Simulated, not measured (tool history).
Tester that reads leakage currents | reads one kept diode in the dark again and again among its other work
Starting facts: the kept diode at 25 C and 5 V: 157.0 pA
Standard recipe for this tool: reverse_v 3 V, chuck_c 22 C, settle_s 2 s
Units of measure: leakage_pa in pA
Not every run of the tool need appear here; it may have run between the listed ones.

run	hour	reverse_v	chuck_c	settle_s	leakage_pa
1	0	3	22	2	105.93
2	97.7	3	22	2	105.32
3	158.3	3	22	2	105.88
4	216.1	3	22	2	105.74
5	300.3	3	22	2	104.22
6	429.6	3	22	6.77	103.44
7	552.6	3	22	6.77	104.15
8	635.6	3	22	6.77	103.88
9	742.5	3	22	6.77	103.74
10	829.9	3	44	2	548.71
11	903.6	3	44	2	548.51
12	1007	3	44	2	546.27
13	1084.4	3	44	2	543.92
# hour 1143.2: probe card cleaned and baked
14	1211.1	3	44	2	538.21
15	1271.4	3	44	2	533.23
16	1328.6	1.12	22	2	69.4
17	1414.3	12.41	22	2	153.42
18	1483	12.41	22	2	152.73
19	1591.7	12.41	22	2	152.94
20	1672.9	12.41	22	2	153.76
# hour 1683.8: chuck's temperature calibrated
21	1788.4	12.41	22	2	175.32
22	1891.4	3	22	3.71	107.64
23	2019.3	3	22	1.31	107.98
24	2126.9	4.41	38	2	425.31
25	2196.1	2.72	23	8.4	112.89
26	2299.9	5.62	25	0.94	169.19
27	2412.7	11.83	26	0.41	244.2
28	2467.5	11.83	26	0.41	244.35
29	2544.4	11.83	26	0.41	242.24
30	2609.2	11.83	26	0.41	244.09
31	2721.1	18.48	47	0.33	1297.21
32	2786.1	18.48	47	0.33	1302.47
33	2895.7	2.76	29	0.9	179.51
34	2960.3	2.76	29	0.9	179.16
35	3035.2	5.1	21	3.31	116.68
36	3113.9	1.64	59	1.74	1319.6
37	3245	1.64	59	1.74	1308.59
38	3312.7	1.64	59	1.74	1301.74
39	3380.1	7.67	29	0.85	253.56
40	3499.6	8.89	54	3.65	1599.04

Below, each run's measurement less what the same run would have read without the hidden state. Both values contain the same run-to-run variation, but the gauge's scatter may not be the same in both:
The tool's hidden condition here consists of: stray current of the dirty probe card, pA a volt; current scale over the true one, %; true chuck temperature over the reading, C; drift of the gauge itself on leakage_pa, %.
run	leakage_pa
1	+1.07
2	+0.8
3	+0.63
4	+0.48
5	+0.31
6	-0.07
7	-0.38
8	-0.6
9	-0.88
10	-27.25
11	-28.79
12	-30.77
13	-32.05
14	-41.46
15	-42.38
16	-6.74
17	-13
18	-12.88
19	-12.69
20	-12.58
21	+9.8
22	+3.68
23	+3.34
24	+7.2
25	+2.66
26	+4.74
27	+10.06
28	+9.99
29	+9.82
30	+9.73
31	+5.39
32	+3.15
33	-0.98
34	-1.37
35	+3.14
36	-30.52
37	-36.7
38	-39.61
39	+1.23
40	-49.89

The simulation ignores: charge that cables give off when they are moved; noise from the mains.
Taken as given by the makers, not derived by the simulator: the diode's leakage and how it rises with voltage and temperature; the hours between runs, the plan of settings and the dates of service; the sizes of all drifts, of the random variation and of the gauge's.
